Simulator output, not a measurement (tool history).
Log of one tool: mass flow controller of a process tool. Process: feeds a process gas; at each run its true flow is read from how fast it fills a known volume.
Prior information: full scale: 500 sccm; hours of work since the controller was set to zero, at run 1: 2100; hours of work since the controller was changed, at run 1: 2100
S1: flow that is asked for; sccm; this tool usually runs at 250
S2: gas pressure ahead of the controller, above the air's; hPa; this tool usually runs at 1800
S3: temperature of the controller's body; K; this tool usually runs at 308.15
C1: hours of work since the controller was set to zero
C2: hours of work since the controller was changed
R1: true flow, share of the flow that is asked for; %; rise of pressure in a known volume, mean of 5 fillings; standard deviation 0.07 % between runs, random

run	hour	S1	S2	S3	C1	C2	R1
1	0.0	250	1800	308.15	2100	2100	98.41
2	294.6	250	1800	308.15	2201	2201	98.34
3	582.7	250	2390	308.15	2300	2300	98.63
4	934.1	250	2390	308.15	2420	2420	98.77
5	1231.0	250	1980	308.15	2522	2522	98.43
6	1427.9	143	1800	308.15	2589	2589	97.47
7	1602.6	143	1800	308.15	2649	2649	97.46
8	1981.5	250	1800	308.15	2778	2778	98.12
9	2221.6	142	1800	308.15	2861	2861	97.41
10	2585.4	250	1800	308.15	2985	2985	98.04
11	2837.2	250	1800	308.15	3071	3071	97.95
12	3017.2	250	2450	308.15	3133	3133	98.35
13	3179.7	250	2450	308.15	3188	3188	98.23
14	3421.3	250	1800	308.15	3271	3271	97.85
15	3594.4	250	1800	308.15	3330	3330	97.84
16	3906.8	250	1800	308.15	3437	3437	97.78
17	4210.0	80	2680	308.15	3541	3541	97.08
18	4377.3	62	1800	309.15	3598	3598	96.35
19	4605.6	250	2570	308.15	3676	3676	98.17
20	4910.6	59	1800	308.15	3781	3781	96.40
21	5251.4	127	1800	309.15	3897	3897	96.75

Run 22, settings as shown, results not yet in. Your forecast:
22	5451.8	161	2030	305.15	3966	3966	?

R1: 97.04 %
Had the tool carried no hidden state, the very same run would have given R1 97.86 %.

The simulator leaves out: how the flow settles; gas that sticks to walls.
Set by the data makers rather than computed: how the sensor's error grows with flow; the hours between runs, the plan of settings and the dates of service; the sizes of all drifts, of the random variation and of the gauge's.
